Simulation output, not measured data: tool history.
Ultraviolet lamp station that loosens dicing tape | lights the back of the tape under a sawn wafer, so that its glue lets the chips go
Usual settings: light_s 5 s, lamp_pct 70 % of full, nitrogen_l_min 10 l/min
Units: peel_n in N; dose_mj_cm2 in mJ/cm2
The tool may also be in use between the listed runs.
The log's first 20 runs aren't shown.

run   hour  light_s  lamp_pct  nitrogen_l_min  hours of work of the lamp  hours of work since the window was cleaned  peel_n  dose_mj_cm2
 21  134.2        3        65               8                        146                                         609   2.399          188
 22  141.5        3        65               8                        150                                         614   2.427          188
 23  146.4        5        87               8                        153                                         617    0.64          420
 24  151.2        7        74               8                        157                                         620   0.439          501
 25  159.8        2        94              10                        162                                         626   2.312          181
 26    164        2        94              10                        165                                         629   2.314          183
 27  168.6        4       100               3                        168                                         631   1.587          385
 28  177.3        4       100              19                        173                                         637   0.394          389
 29    182        8        70              17                        176                                         640   0.195          547
 30  186.4        2        72               5                        179                                         643   3.763          136
     189.6  -- window cleaned of glue's vapour
 31  190.6        2        68               6                        181                                           1   3.744          131
 32  198.9        5        79               9                        187                                           6   0.727          383
 33  205.9        5        79              14                        191                                          10   0.511          381
 34  214.4        5        74              18                        197                                          16   0.516          357
 35  221.7        4        73              14                        201                                          20   1.001          285
 36  228.3        5        70               3                        205                                          25   1.877          342
 37  234.5        7        70               7                        209                                          29    0.55          474
 38  238.2        4        64               6                        212                                          31   2.018          247

Forecast each of these 3 alternatives for the next run:
  A   242        5        68              10                        214                                          33       ?            ?
  B   242        4        99              16                        214                                          33       ?            ?
  C   242        4        60               6                        214                                          33       ?            ?

run  peel_n  dose_mj_cm2
  A   0.911          328
  B   0.469          387
  C   2.193          234
Without the tool's hidden state the same runs would have given:
run  peel_n  dose_mj_cm2
  A    0.91          328
  B   0.469          387
  C   2.191          234

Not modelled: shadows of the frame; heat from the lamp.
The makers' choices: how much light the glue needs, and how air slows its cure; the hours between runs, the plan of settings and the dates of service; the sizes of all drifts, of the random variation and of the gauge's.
